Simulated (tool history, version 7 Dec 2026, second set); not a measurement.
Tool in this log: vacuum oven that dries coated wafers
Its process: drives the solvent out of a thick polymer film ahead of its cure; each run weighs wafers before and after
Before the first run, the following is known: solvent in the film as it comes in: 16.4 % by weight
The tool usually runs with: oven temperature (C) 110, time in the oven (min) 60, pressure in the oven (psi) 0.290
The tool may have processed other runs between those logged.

{"run": 1, "hour": 0.0, "oven temperature (C)": 110, "time in the oven (min)": 60, "pressure in the oven (psi)": 0.29, "solvent left in the film (%)": 2.33}
{"run": 2, "hour": 11.8, "oven temperature (C)": 110, "time in the oven (min)": 60, "pressure in the oven (psi)": 0.29, "solvent left in the film (%)": 2.39}
{"run": 3, "hour": 23.5, "oven temperature (C)": 110, "time in the oven (min)": 60, "pressure in the oven (psi)": 0.29, "solvent left in the film (%)": 2.42}
{"run": 4, "hour": 29.5, "oven temperature (C)": 110, "time in the oven (min)": 60, "pressure in the oven (psi)": 0.29, "solvent left in the film (%)": 2.31}
{"run": 5, "hour": 35.3, "oven temperature (C)": 110, "time in the oven (min)": 60, "pressure in the oven (psi)": 0.798, "solvent left in the film (%)": 3.6}
{"run": 6, "hour": 48.0, "oven temperature (C)": 110, "time in the oven (min)": 60, "pressure in the oven (psi)": 0.798, "solvent left in the film (%)": 3.55}
{"run": 7, "hour": 61.2, "oven temperature (C)": 110, "time in the oven (min)": 60, "pressure in the oven (psi)": 0.798, "solvent left in the film (%)": 3.61}
{"run": 8, "hour": 73.0, "oven temperature (C)": 110, "time in the oven (min)": 69, "pressure in the oven (psi)": 0.29, "solvent left in the film (%)": 1.93}
{"run": 9, "hour": 80.9, "oven temperature (C)": 110, "time in the oven (min)": 69, "pressure in the oven (psi)": 0.29, "solvent left in the film (%)": 1.99}
{"run": 10, "hour": 94.1, "oven temperature (C)": 110, "time in the oven (min)": 69, "pressure in the oven (psi)": 0.29, "solvent left in the film (%)": 1.95}
{"run": 11, "hour": 105.1, "oven temperature (C)": 110, "time in the oven (min)": 69, "pressure in the oven (psi)": 0.29, "solvent left in the film (%)": 1.96}
{"run": 12, "hour": 112.0, "oven temperature (C)": 110, "time in the oven (min)": 79, "pressure in the oven (psi)": 0.29, "solvent left in the film (%)": 1.7}
{"run": 13, "hour": 126.0, "oven temperature (C)": 110, "time in the oven (min)": 79, "pressure in the oven (psi)": 0.29, "solvent left in the film (%)": 1.59}
{"run": 14, "hour": 136.0, "oven temperature (C)": 110, "time in the oven (min)": 60, "pressure in the oven (psi)": 0.29, "solvent left in the film (%)": 2.38}
{"run": 15, "hour": 143.4, "oven temperature (C)": 110, "time in the oven (min)": 60, "pressure in the oven (psi)": 0.29, "solvent left in the film (%)": 2.37}
{"run": 16, "hour": 151.7, "oven temperature (C)": 110, "time in the oven (min)": 60, "pressure in the oven (psi)": 0.145, "solvent left in the film (%)": 2.01}
{"run": 17, "hour": 163.9, "oven temperature (C)": 101, "time in the oven (min)": 103, "pressure in the oven (psi)": 0.145, "solvent left in the film (%)": 2.42}
{"run": 18, "hour": 179.6, "oven temperature (C)": 112, "time in the oven (min)": 60, "pressure in the oven (psi)": 0.29, "solvent left in the film (%)": 2.01}
{"run": 19, "hour": 185.7, "oven temperature (C)": 112, "time in the oven (min)": 87, "pressure in the oven (psi)": 0.29, "solvent left in the film (%)": 1.23}
{"run": 20, "hour": 194.5, "oven temperature (C)": 110, "time in the oven (min)": 60, "pressure in the oven (psi)": 0.515, "solvent left in the film (%)": 2.93}
{"run": 21, "hour": 204.1, "oven temperature (C)": 110, "time in the oven (min)": 74, "pressure in the oven (psi)": 0.515, "solvent left in the film (%)": 2.37}
{"run": 22, "hour": 212.6, "oven temperature (C)": 107, "time in the oven (min)": 74, "pressure in the oven (psi)": 0.2, "solvent left in the film (%)": 2.24}
{"run": 23, "hour": 220.4, "oven temperature (C)": 107, "time in the oven (min)": 74, "pressure in the oven (psi)": 0.2, "solvent left in the film (%)": 2.25}
{"run": 24, "hour": 231.9, "oven temperature (C)": 112, "time in the oven (min)": 43, "pressure in the oven (psi)": 0.67, "solvent left in the film (%)": 3.89}
{"run": 25, "hour": 242.6, "oven temperature (C)": 112, "time in the oven (min)": 43, "pressure in the oven (psi)": 0.67, "solvent left in the film (%)": 3.98}
{"run": 26, "hour": 252.4, "oven temperature (C)": 114, "time in the oven (min)": 90, "pressure in the oven (psi)": 0.384, "solvent left in the film (%)": 1.14}
{"run": 27, "hour": 261.0, "oven temperature (C)": 114, "time in the oven (min)": 90, "pressure in the oven (psi)": 0.384, "solvent left in the film (%)": 1.06}
{"run": 28, "hour": 273.9, "oven temperature (C)": 114, "time in the oven (min)": 92, "pressure in the oven (psi)": 0.877, "solvent left in the film (%)": 2.24}
{"run": 29, "hour": 282.5, "oven temperature (C)": 114, "time in the oven (min)": 92, "pressure in the oven (psi)": 0.877, "solvent left in the film (%)": 2.23}
{"run": 30, "hour": 288.6, "oven temperature (C)": 119, "time in the oven (min)": 39, "pressure in the oven (psi)": 0.743, "solvent left in the film (%)": 2.65}
{"run": 31, "hour": 295.4, "oven temperature (C)": 106, "time in the oven (min)": 64, "pressure in the oven (psi)": 0.287, "solvent left in the film (%)": 3.17}

Taken out of this log: 2 entries between the listed runs. Where each belongs, and how the hidden state differs across it:
From run 17 to run 18: vacuum gauge cleaned of residue and calibrated (hour 166.2)
  true pressure over the reading, kPa: 0.1 -> 0.168
  what was measured, less what the result would be without the hidden state, solvent left in the film (%): +0.06 -> +0.07
From run 25 to run 26: vacuum gauge cleaned of residue and calibrated, once more (hour 245.4)
  true wafer temperature over the reading, C: -0.08 -> -0.09; true pressure over the reading, kPa: 0.179 -> 0.006
  what was measured, less what the result would be without the hidden state, solvent left in the film (%): +0.08 -> +0.01
